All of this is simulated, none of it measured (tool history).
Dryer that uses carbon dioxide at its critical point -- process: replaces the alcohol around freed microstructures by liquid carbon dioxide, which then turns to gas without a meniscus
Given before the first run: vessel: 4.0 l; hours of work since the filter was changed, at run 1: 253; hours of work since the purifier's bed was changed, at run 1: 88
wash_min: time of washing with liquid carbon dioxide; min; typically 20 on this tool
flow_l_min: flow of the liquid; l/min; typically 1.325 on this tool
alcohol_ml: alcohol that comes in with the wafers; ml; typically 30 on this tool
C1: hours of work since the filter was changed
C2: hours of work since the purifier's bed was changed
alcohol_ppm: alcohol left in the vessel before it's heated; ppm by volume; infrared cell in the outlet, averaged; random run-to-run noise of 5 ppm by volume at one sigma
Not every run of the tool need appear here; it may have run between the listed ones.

run 1 hour=0 | wash_min=20 flow_l_min=1.325 alcohol_ml=30 | C1=253 C2=88 | alcohol_ppm=56
run 2 hour=19.4 | wash_min=20 flow_l_min=1.325 alcohol_ml=30 | C1=262 C2=97 | alcohol_ppm=58
run 3 hour=36.4 | wash_min=20 flow_l_min=1.325 alcohol_ml=30 | C1=270 C2=104 | alcohol_ppm=79
run 4 hour=50.9 | wash_min=20 flow_l_min=1.325 alcohol_ml=30 | C1=276 C2=111 | alcohol_ppm=67
run 5 hour=72.6 | wash_min=20 flow_l_min=1.325 alcohol_ml=30 | C1=286 C2=120 | alcohol_ppm=72
run 6 hour=89.6 | wash_min=20 flow_l_min=1.325 alcohol_ml=30 | C1=293 C2=128 | alcohol_ppm=66
run 7 hour=109.7 | wash_min=23 flow_l_min=1.72 alcohol_ml=48 | C1=302 C2=137 | alcohol_ppm=23
run 8 hour=124.5 | wash_min=18 flow_l_min=1.11 alcohol_ml=45 | C1=309 C2=143 | alcohol_ppm=276
run 9 hour=140.6 | wash_min=12 flow_l_min=1.21 alcohol_ml=31 | C1=316 C2=151 | alcohol_ppm=514
run 10 hour=162.9 | wash_min=12 flow_l_min=1.21 alcohol_ml=31 | C1=326 C2=160 | alcohol_ppm=508
run 11 hour=185.7 | wash_min=20 flow_l_min=1.325 alcohol_ml=87 | C1=336 C2=171 | alcohol_ppm=180
run 12 hour=199.8 | wash_min=20 flow_l_min=1.325 alcohol_ml=87 | C1=342 C2=177 | alcohol_ppm=182

Consider 3 possible next runs. They are alternatives, not a sequence: every one starts from the tool as it was left by run 12. What does each give?
run A hour=226.2 | wash_min=29 flow_l_min=1.73 alcohol_ml=29 | C1=354 C2=189 | alcohol_ppm=?
run B hour=226.2 | wash_min=25 flow_l_min=1.325 alcohol_ml=87 | C1=354 C2=189 | alcohol_ppm=?
run C hour=226.2 | wash_min=20 flow_l_min=1.64 alcohol_ml=23 | C1=354 C2=189 | alcohol_ppm=?

run=A alcohol_ppm=37
run=B alcohol_ppm=66
run=C alcohol_ppm=50
Had the tool no hidden state, the same runs would have come out as:
run=A alcohol_ppm=10
run=B alcohol_ppm=16
run=C alcohol_ppm=17
